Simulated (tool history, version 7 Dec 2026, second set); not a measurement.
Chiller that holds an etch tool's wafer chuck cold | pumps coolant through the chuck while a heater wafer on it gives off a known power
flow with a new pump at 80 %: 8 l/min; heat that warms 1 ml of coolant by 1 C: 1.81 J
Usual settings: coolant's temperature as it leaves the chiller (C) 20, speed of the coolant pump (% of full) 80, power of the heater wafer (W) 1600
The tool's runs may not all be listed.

run	hour	coolant's temperature as it leaves the chiller (C)	speed of the coolant pump (% of full)	power of the heater wafer (W)	chuck's temperature once it has settled (K)	how much warmer the coolant comes back (C)
1	0.0	20	80	1600	307.85	6.77
2	92.4	20	75	1600	308.85	7.14
# hour 152.1: chiller's thermometer calibrated
3	235.6	20	75	1600	308.85	7.24
4	302.2	20	80	1600	307.95	6.80
5	385.8	20	80	1600	307.95	6.84
6	544.8	20	80	1662	308.85	7.11
7	683.6	20	80	1600	308.15	6.86
# hour 820.9: chiller's thermometer calibrated, once more
8	832.2	20	80	1600	309.05	6.78
9	935.8	20	92	1600	307.05	5.96
10	1058.2	20	92	1600	307.15	5.91
11	1157.4	20	92	1600	307.35	5.95
12	1240.4	20	80	832	301.35	3.51
13	1340.4	20	80	1060	303.75	4.56
14	1500.7	20	80	1060	303.95	4.60
15	1600.2	20	80	1153	304.85	4.96
16	1667.1	20	80	1153	304.95	5.00
17	1743.7	20	80	1153	304.75	5.02
18	1898.8	19	80	2338	316.15	10.26
19	2023.2	12	80	1600	301.55	7.00
20	2152.4	24	92	2359	318.75	8.98
21	2277.3	26	74	1600	316.95	7.63
22	2396.2	26	74	2215	324.05	10.59
# hour 2489.8: coolant changed, channels flushed
23	2550.2	18	72	990	300.75	4.91
24	2653.0	11	93	952	291.25	3.64
25	2764.0	23	68	1937	316.25	10.23
26	2841.1	20	68	1367	307.45	7.23
27	2972.8	14	97	1643	299.65	6.02
28	3101.5	10	86	1958	300.05	8.10
29	3254.7	10	66	2003	305.15	11.03
30	3369.2	25	95	1146	307.25	4.32
31	3515.7	20	97	1600	305.55	5.91
32	3649.0	20	97	1600	305.85	5.90
33	3777.0	20	97	1600	305.75	6.01

Forecast each of these 3 alternatives for the next run:
A	3936.1	13	97	963	?	?
B	3936.1	20	90	2309	?	?
C	3936.1	17	72	1298	?	?

run	chuck's temperature once it has settled (K)	how much warmer the coolant comes back (C)
A	293.75	3.65
B	312.75	9.44
C	303.55	6.67
Without the tool's hidden state the same runs would have given:
run	chuck's temperature once it has settled (K)	how much warmer the coolant comes back (C)
A	293.05	3.31
B	310.55	8.54
C	302.15	6.03
